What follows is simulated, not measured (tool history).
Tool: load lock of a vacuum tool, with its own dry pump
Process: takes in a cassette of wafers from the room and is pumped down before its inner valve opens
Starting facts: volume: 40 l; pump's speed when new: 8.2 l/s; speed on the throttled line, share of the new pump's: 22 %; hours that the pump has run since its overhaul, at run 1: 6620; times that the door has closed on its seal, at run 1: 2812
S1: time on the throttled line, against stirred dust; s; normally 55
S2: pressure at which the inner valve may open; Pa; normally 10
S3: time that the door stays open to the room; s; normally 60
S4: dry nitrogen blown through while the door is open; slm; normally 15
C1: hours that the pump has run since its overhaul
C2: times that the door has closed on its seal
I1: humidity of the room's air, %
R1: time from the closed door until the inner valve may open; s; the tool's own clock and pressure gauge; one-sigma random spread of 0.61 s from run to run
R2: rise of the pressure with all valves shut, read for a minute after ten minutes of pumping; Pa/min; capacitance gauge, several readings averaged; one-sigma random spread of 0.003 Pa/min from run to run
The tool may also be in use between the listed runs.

run	hour	S1	S2	S3	S4	C1	C2	I1	R1	R2
1	0	55	10	60	15	6620	2812	42.7	90.3	0.027
2	72.5	55	14	60	15	6692	3064	48.5	88	0.032
3	134.3	55	14	60	15	6754	3278	44.4	88.7	0.037
4	191.5	55	14	60	15	6811	3476	47.9	89.3	0.037
5	279.1	55	14	60	4	6899	3779	43.4	88.3	0.057
6	370.7	94	10	60	15	6991	4097	45.9	119	0.039
7	415	94	17	60	15	7035	4251	46.6	117	0.031
8	468.7	94	17	60	15	7089	4437	43.6	116.4	0.033
9	545.3	39	17	87	6	7165	4702	45.6	74.3	0.064
10	623.7	39	17	55	23	7244	4974	45.8	75.7	0.033
11	676.9	42	18	55	18	7297	5158	48.3	77	0.039
12	717.9	42	10	216	18	7338	5300	43.2	79.8	0.055
13	797.6	42	10	216	18	7417	5577	45.3	80.4	0.058

Predict the results of run 14:
14	887.9	55	10	205	24	7508	5889	44.3	?	?

Logged for run 14: R1 90.6 s, R2 0.046 Pa/min.
Were there no unlogged condition in the tool, this run, its random variation unchanged, would have produced R1 88.8 s, R2 0.032 Pa/min.
